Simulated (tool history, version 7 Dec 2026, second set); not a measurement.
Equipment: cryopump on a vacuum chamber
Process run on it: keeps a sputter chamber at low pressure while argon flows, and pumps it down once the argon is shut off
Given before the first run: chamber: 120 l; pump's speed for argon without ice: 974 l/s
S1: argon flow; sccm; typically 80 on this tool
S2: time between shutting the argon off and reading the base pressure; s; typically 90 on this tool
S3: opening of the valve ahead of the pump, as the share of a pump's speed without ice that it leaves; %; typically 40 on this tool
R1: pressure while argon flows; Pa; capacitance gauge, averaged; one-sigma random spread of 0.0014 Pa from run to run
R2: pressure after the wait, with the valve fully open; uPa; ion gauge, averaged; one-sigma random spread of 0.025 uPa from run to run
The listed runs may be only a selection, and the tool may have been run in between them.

run     day  S1   S2  S3      R1    R2
  1   0.000  80   90  40  0.3502  1.65
  2   1.908  80   90  40  0.3541  1.68
  3   3.683  80   90  40  0.3524  1.66
  4   6.417  80   90  40  0.3533  1.70
  5   9.842  80   90  40  0.3554  1.75
  6  12.088  80   90  52  0.2739  1.81
  7  14.550  80   90  52  0.2780  1.85
  8  17.004  80   90  52  0.2780  1.91
  9  19.171  80   90  43  0.3364  1.96
 10  22.592  80  150  43  0.3364  1.72
 11  24.396  80  150  43  0.3358  1.71
 12  26.521  80   90  40  0.3604  2.00
 13  29.129  80   32  40  0.3648  3.32
 14  30.712  80   32  40  0.3613  3.29
 15  33.600  80   32  31  0.4634  3.30
 16  36.833  80   32  31  0.4667  3.33
 17  40.150  80   44  31  0.4673  3.02
 18  43.504  80   44  31  0.4665  3.03
 19  45.675  80   44  21  0.6861  2.97
 20  49.062  80   44  21  0.6842  3.15
 21  50.575  80   44  21  0.6821  3.12
 22  53.992  34   53  40  0.1581  2.89
 23  57.083  34   53  40  0.1579  3.00
 24  60.392  67   90  40  0.3109  2.63
 25  63.212  67   90  40  0.3114  2.66
     63.954  -- pump warmed up, emptied and cooled again
 26  66.138  58   62  28  0.3634  2.63
 27  67.854  99   39  20  0.8631  3.14
 28  71.129  80   24  58  0.2438  4.27
 29  73.617  80  189  19  0.7332  2.18
 30  75.633  80  189  19  0.7373  2.25
 31  78.700  36  241  16  0.3909  2.20
 32  80.192  36  241  16  0.3918  2.27
 33  82.496  80  283  40  0.3555  2.23

Alternative continuations, all from the tool just after run 33; predict every row:
  A  85.738   42   66  26   ?   ?
  B  85.738   34  283  40   ?   ?
  C  85.738   41  283  40   ?   ?
  D  85.738  114   29  32   ?   ?

run      R1    R2
  A  0.2836  2.96
  B  0.1506  2.29
  C  0.1822  2.29
  D  0.6247  4.10
Without the tool's unlogged condition, the same runs would have read:
run      R1    R2
  A  0.2791  1.20
  B  0.1470  0.50
  C  0.1778  0.48
  D  0.6124  2.34

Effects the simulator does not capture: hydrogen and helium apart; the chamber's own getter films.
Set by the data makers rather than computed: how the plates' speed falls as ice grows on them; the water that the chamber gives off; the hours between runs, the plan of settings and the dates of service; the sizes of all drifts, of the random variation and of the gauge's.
